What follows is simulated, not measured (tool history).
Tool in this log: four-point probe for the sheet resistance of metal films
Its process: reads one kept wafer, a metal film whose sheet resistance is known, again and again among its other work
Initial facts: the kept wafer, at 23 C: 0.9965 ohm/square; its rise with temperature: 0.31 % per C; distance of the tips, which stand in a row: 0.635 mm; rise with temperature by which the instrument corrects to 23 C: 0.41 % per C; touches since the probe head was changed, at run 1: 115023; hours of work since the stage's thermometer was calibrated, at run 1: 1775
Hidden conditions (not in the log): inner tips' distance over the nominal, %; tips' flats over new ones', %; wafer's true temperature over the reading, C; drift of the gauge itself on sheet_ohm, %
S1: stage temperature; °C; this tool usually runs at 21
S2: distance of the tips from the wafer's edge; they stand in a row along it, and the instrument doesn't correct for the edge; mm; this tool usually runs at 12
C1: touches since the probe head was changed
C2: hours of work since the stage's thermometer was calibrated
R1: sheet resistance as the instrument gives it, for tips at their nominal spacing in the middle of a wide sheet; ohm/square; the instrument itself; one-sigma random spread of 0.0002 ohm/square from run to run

{"run": 1, "hour": 0.0, "S1": 21, "S2": 12, "C1": 115023, "C2": 1775, "R1": 1.000176}
{"run": 2, "hour": 91.5, "S1": 21, "S2": 12, "C1": 119396, "C2": 1827, "R1": 1.000148}
{"run": 3, "hour": 174.2, "S1": 21, "S2": 12, "C1": 123344, "C2": 1873, "R1": 0.999496}
{"run": 4, "hour": 271.1, "S1": 21, "S2": 36, "C1": 127975, "C2": 1928, "R1": 0.998657}
{"run": 5, "hour": 359.1, "S1": 21, "S2": 12, "C1": 132179, "C2": 1978, "R1": 0.999871}
{"run": 6, "hour": 484.1, "S1": 21, "S2": 12, "C1": 138152, "C2": 2048, "R1": 0.999752}
{"run": 7, "hour": 577.2, "S1": 21, "S2": 12, "C1": 142604, "C2": 2100, "R1": 0.999942}
{"run": 8, "hour": 635.7, "S1": 21, "S2": 12, "C1": 145395, "C2": 2133, "R1": 0.999959}
{"run": 9, "hour": 759.7, "S1": 21, "S2": 12, "C1": 151324, "C2": 2203, "R1": 1.000075}
{"run": 10, "hour": 880.3, "S1": 21, "S2": 12, "C1": 157083, "C2": 2271, "R1": 1.000037}
{"run": 11, "hour": 963.8, "S1": 21, "S2": 12, "C1": 161075, "C2": 2318, "R1": 1.000065}
{"run": 12, "hour": 1031.2, "S1": 21, "S2": 12, "C1": 164296, "C2": 2356, "R1": 0.999967}
{"run": 13, "hour": 1111.4, "S1": 21, "S2": 16, "C1": 168126, "C2": 2401, "R1": 0.999336}
{"run": 14, "hour": 1215.8, "S1": 21, "S2": 16, "C1": 173114, "C2": 2460, "R1": 0.999504}
{"run": 15, "hour": 1275.0, "S1": 21, "S2": 16, "C1": 175942, "C2": 2493, "R1": 0.999238}
{"hour": 1321.6, "done": "stage's thermometer calibrated"}
{"run": 16, "hour": 1369.7, "S1": 21, "S2": 16, "C1": 180446, "C2": 27, "R1": 0.999655}
{"run": 17, "hour": 1502.1, "S1": 21, "S2": 16, "C1": 186771, "C2": 102, "R1": 0.999097}
{"run": 18, "hour": 1568.1, "S1": 21, "S2": 16, "C1": 189926, "C2": 139, "R1": 0.999298}
{"run": 19, "hour": 1656.3, "S1": 33, "S2": 12, "C1": 194136, "C2": 188, "R1": 0.988417}
{"run": 20, "hour": 1754.9, "S1": 29, "S2": 12, "C1": 198848, "C2": 244, "R1": 0.991896}
{"run": 21, "hour": 1820.4, "S1": 21, "S2": 12, "C1": 201981, "C2": 281, "R1": 1.000143}
{"run": 22, "hour": 1892.5, "S1": 21, "S2": 12, "C1": 205426, "C2": 321, "R1": 1.000041}
{"run": 23, "hour": 2018.7, "S1": 21, "S2": 9, "C1": 211454, "C2": 393, "R1": 1.00161}
{"run": 24, "hour": 2078.5, "S1": 21, "S2": 9, "C1": 214313, "C2": 426, "R1": 1.001139}
{"run": 25, "hour": 2201.5, "S1": 21, "S2": 9, "C1": 220188, "C2": 495, "R1": 1.000998}
{"run": 26, "hour": 2324.0, "S1": 21, "S2": 5, "C1": 226042, "C2": 564, "R1": 1.00733}
{"run": 27, "hour": 2406.3, "S1": 23, "S2": 9, "C1": 229973, "C2": 611, "R1": 0.999325}
{"run": 28, "hour": 2470.5, "S1": 23, "S2": 9, "C1": 233043, "C2": 647, "R1": 0.999327}
{"run": 29, "hour": 2530.9, "S1": 23, "S2": 9, "C1": 235929, "C2": 681, "R1": 0.99913}
{"run": 30, "hour": 2613.1, "S1": 33, "S2": 16, "C1": 239857, "C2": 727, "R1": 0.987877}
{"run": 31, "hour": 2696.1, "S1": 30, "S2": 16, "C1": 243821, "C2": 774, "R1": 0.990605}
{"hour": 2704.4, "done": "new probe head fitted"}
{"run": 32, "hour": 2821.4, "S1": 30, "S2": 12, "C1": 5594, "C2": 844, "R1": 0.991537}
{"run": 33, "hour": 2941.2, "S1": 30, "S2": 12, "C1": 11315, "C2": 911, "R1": 0.991058}
{"run": 34, "hour": 3038.6, "S1": 23, "S2": 66, "C1": 15968, "C2": 966, "R1": 0.99645}
{"run": 35, "hour": 3174.0, "S1": 19, "S2": 8, "C1": 22440, "C2": 1043, "R1": 1.003915}
{"run": 36, "hour": 3275.5, "S1": 19, "S2": 8, "C1": 27290, "C2": 1100, "R1": 1.003887}
{"run": 37, "hour": 3410.1, "S1": 20, "S2": 42, "C1": 33719, "C2": 1175, "R1": 0.9998}
{"run": 38, "hour": 3526.1, "S1": 20, "S2": 16, "C1": 39262, "C2": 1241, "R1": 1.000392}
{"run": 39, "hour": 3610.4, "S1": 20, "S2": 60, "C1": 43293, "C2": 1288, "R1": 0.99948}
{"run": 40, "hour": 3710.6, "S1": 20, "S2": 60, "C1": 48077, "C2": 1345, "R1": 0.99961}
{"run": 41, "hour": 3770.2, "S1": 23, "S2": 12, "C1": 50927, "C2": 1378, "R1": 0.997746}
{"run": 42, "hour": 3887.9, "S1": 19, "S2": 28, "C1": 56549, "C2": 1445, "R1": 1.001018}
{"run": 43, "hour": 3951.7, "S1": 19, "S2": 6, "C1": 59600, "C2": 1480, "R1": 1.006612}
{"run": 44, "hour": 4017.1, "S1": 28, "S2": 35, "C1": 62723, "C2": 1517, "R1": 0.991893}
{"run": 45, "hour": 4119.4, "S1": 21, "S2": 10, "C1": 67609, "C2": 1575, "R1": 1.000361}

Across each entry between runs, compare the hidden state at the last listed run before it with the hidden state at the first listed run after it:
Logged between run 15 and run 16: stage's thermometer calibrated (hour 1321.6)
  wafer's true temperature over the reading, C: 0.02 -> 0
Logged between run 31 and run 32: new probe head fitted (hour 2704.4)
  inner tips' distance over the nominal, %: -0.009 -> 0; tips' flats over new ones', %: 1 -> 0; wafer's true temperature over the reading, C: 0 -> 0.01
